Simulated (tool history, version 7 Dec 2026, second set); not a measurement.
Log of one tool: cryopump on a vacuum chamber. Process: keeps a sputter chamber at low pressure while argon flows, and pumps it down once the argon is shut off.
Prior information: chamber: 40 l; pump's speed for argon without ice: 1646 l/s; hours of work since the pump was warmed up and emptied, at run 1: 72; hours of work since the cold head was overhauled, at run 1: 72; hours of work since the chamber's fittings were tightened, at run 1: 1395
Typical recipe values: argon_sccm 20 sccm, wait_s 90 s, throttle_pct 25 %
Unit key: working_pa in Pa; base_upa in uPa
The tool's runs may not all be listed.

| run | hour | argon_sccm | wait_s | throttle_pct | hours of work since the pump was warmed up and emptied | hours of work since the cold head was overhauled | hours of work since the chamber's fittings were tightened | working_pa | base_upa |
|---|---|---|---|---|---|---|---|---|---|
| 1 | 0.0 | 20 | 90 | 25 | 72 | 72 | 1395 | 0.0824 | 1.40 |
| 2 | 15.4 | 20 | 90 | 25 | 86 | 86 | 1408 | 0.0831 | 1.40 |
| 3 | 27.1 | 20 | 90 | 25 | 96 | 96 | 1418 | 0.0828 | 1.39 |
| 4 | 38.3 | 20 | 90 | 25 | 105 | 105 | 1427 | 0.0827 | 1.39 |
| 5 | 50.2 | 28 | 90 | 25 | 115 | 115 | 1437 | 0.1162 | 1.45 |
| 6 | 65.6 | 28 | 90 | 25 | 128 | 128 | 1451 | 0.1161 | 1.41 |
| 7 | 84.6 | 8 | 90 | 25 | 144 | 144 | 1467 | 0.0337 | 1.49 |
| 8 | 102.4 | 8 | 90 | 25 | 160 | 160 | 1482 | 0.0326 | 1.43 |
| 9 | 121.6 | 8 | 90 | 25 | 176 | 176 | 1498 | 0.0333 | 1.52 |
| 10 | 134.0 | 20 | 90 | 20 | 187 | 187 | 1509 | 0.1038 | 1.46 |
| 11 | 153.1 | 20 | 90 | 20 | 203 | 203 | 1525 | 0.1036 | 1.52 |
| 12 | 170.4 | 25 | 90 | 26 | 218 | 218 | 1540 | 0.1000 | 1.52 |
| 13 | 180.0 | 20 | 90 | 35 | 226 | 226 | 1548 | 0.0605 | 1.58 |
| 14 | 198.3 | 11 | 90 | 25 | 241 | 241 | 1563 | 0.0466 | 1.57 |
| 15 | 216.9 | 20 | 37 | 25 | 257 | 257 | 1579 | 0.0835 | 2.20 |
| 16 | 236.4 | 13 | 37 | 53 | 274 | 274 | 1596 | 0.0266 | 2.14 |
| 17 | 247.9 | 13 | 46 | 34 | 283 | 283 | 1606 | 0.0407 | 1.94 |
| 18 | 261.3 | 23 | 27 | 23 | 295 | 295 | 1617 | 0.1044 | 2.48 |
| 19 | 272.0 | 9 | 235 | 25 | 304 | 304 | 1626 | 0.0378 | 1.30 |
| 20 | 285.6 | 9 | 235 | 25 | 316 | 316 | 1638 | 0.0378 | 1.33 |
| 21 | 296.2 | 11 | 129 | 40 | 325 | 325 | 1647 | 0.0294 | 1.46 |
| 22 | 312.9 | 9 | 129 | 54 | 339 | 339 | 1661 | 0.0189 | 1.51 |

Pick out some run-to-run changes in working_pa. Of each, how much would a tool without hidden state show as well, from the settings, what came in and chance, and how much is left for the hidden state and any gauge scatter not in both results compared?
Hidden state present: pump's speed, % of a pump's without ice; cold plate's temperature, K; leak into the chamber, uPa l/s; drift of the gauge itself on working_pa, %; drift of the gauge itself on base_upa, %.
Run 6 -> 7: argon_sccm 28 -> 8. working_pa -0.0824 Pa: hidden state -0.0009, all else -0.0815.
Run 9 -> 10: argon_sccm 8 -> 20, throttle_pct 25 -> 20. working_pa +0.0705 Pa: hidden state +0.0007, all else +0.0698.
Run 17 -> 18: argon_sccm 13 -> 23, wait_s 46 -> 27, throttle_pct 34 -> 23. working_pa +0.0637 Pa: hidden state +0.0010, all else +0.0627.
Run 18 -> 19: argon_sccm 23 -> 9, wait_s 27 -> 235, throttle_pct 23 -> 25. working_pa -0.0666 Pa: hidden state -0.0013, all else -0.0653.
